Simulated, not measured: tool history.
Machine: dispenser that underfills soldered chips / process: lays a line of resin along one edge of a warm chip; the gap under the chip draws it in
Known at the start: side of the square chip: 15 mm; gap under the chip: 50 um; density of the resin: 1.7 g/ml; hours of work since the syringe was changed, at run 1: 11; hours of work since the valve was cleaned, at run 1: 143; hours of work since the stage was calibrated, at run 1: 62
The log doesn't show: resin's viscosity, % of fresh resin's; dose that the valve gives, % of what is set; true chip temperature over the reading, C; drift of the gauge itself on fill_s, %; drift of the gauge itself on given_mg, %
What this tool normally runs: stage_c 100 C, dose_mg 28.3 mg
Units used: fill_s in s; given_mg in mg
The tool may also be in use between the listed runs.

run	hour	stage_c	dose_mg	hours of work since the syringe was changed	hours of work since the valve was cleaned	hours of work since the stage was calibrated	fill_s	given_mg
1	0.0	100	28.3	11	143	62	516.2	24.50
# hour 0.7: new syringe of resin
# hour 4.3: dispensing valve cleaned and set on the balance
2	5.3	100	28.3	3	1	65	248.6	28.39
3	10.9	100	28.3	7	5	69	344.7	28.08
4	14.4	100	35.2	9	7	71	427.5	35.12
# hour 17.1: new syringe of resin
5	17.6	100	28.3	0	9	73	198.5	28.09
6	23.4	113	28.3	4	13	77	197.3	27.76
7	26.6	100	28.3	7	16	79	353.7	28.29
8	30.4	92	28.3	9	18	82	584.2	27.82
# hour 32.9: new syringe of resin
9	34.3	92	28.3	1	21	85	273.6	27.85
10	39.5	100	28.3	5	25	88	295.4	27.55
11	44.4	100	26.6	8	28	92	415.2	25.97
# hour 48.4: new syringe of resin
12	50.6	100	28.3	2	32	96	224.0	27.47

Run 13 is up next; what results do you expect?
13	54.2	100	28.3	4	35	99	?	?

{"run 13": {"fill_s": 280.9, "given_mg": 27.32}}
With the hidden condition absent and the run-to-run variation left alone, this run would have shown fill_s 196.8 s, given_mg 28.26 mg.

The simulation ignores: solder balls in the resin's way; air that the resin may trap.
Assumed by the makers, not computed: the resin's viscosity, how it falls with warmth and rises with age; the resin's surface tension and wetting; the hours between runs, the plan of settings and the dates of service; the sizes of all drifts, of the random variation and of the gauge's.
